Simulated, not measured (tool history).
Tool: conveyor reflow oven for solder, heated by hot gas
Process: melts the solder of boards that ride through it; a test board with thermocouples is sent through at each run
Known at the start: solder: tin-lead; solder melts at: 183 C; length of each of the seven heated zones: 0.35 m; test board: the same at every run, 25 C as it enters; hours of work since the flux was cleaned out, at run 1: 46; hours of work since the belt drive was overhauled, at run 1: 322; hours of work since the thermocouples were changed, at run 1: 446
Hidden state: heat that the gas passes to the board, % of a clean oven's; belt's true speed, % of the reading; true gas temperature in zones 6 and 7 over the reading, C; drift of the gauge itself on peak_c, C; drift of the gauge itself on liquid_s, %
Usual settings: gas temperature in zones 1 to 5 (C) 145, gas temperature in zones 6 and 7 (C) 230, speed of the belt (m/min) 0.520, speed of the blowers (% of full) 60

run,hour,gas temperature in zones 1 to 5 (C),gas temperature in zones 6 and 7 (C),speed of the belt (m/min),speed of the blowers (% of full),hours of work since the flux was cleaned out,hours of work since the belt drive was overhauled,hours of work since the thermocouples were changed,highest temperature of the board (C),time above the solder's melting point (s)
1,0.0,145,230,0.520,60,46,322,446,206.2,50.2
2,41.8,145,230,0.520,60,68,344,468,205.8,49.3
3,73.5,145,230,0.520,60,85,361,484,205.8,49.0
4,105.5,145,241,0.520,60,102,378,501,213.2,57.5
5,130.4,145,241,0.520,60,115,391,514,213.5,57.7
6,164.8,145,241,0.520,60,133,409,533,214.0,57.6
7,194.5,145,241,0.520,60,149,425,548,212.9,58.3
8,213.4,145,241,0.520,60,159,435,558,212.8,57.0
9,235.8,145,241,0.520,60,171,446,570,212.9,56.9
10,273.9,145,241,0.520,60,191,467,590,212.2,56.6
# hour 280.0: belt drive overhauled, speed set with a stopwatch
11,304.4,145,241,0.530,54,205,13,604,209.4,52.0
# hour 346.3: flux residue cleaned out of gas plates and filters
12,349.4,145,223,0.520,60,2,34,626,200.8,43.7
# hour 389.1: belt drive overhauled, speed set with a stopwatch, once more
13,389.5,145,223,0.520,60,21,0,645,200.9,42.3
14,421.5,145,235,0.520,50,38,17,662,206.0,48.8
15,440.2,145,235,0.520,50,48,27,671,206.1,48.3
16,461.6,145,235,0.520,50,59,38,683,205.5,49.6
17,498.4,145,235,0.520,50,78,58,702,206.2,47.6
18,531.4,145,235,0.520,50,96,75,720,205.6,48.6

Forecast each of these 4 alternatives for the next run:
A,566.2,145,230,0.456,64,114,94,738,?,?
B,566.2,139,221,0.520,53,114,94,738,?,?
C,566.2,145,222,0.478,59,114,94,738,?,?
D,566.2,136,230,0.525,60,114,94,738,?,?

run,highest temperature of the board (C),time above the solder's melting point (s)
A,210.0,64.1
B,194.2,28.4
C,201.7,48.0
D,202.1,40.9
Without the tool's hidden state the same runs would have given:
run,highest temperature of the board (C),time above the solder's melting point (s)
A,212.1,66.7
B,196.3,32.4
C,203.7,51.4
D,204.4,44.3
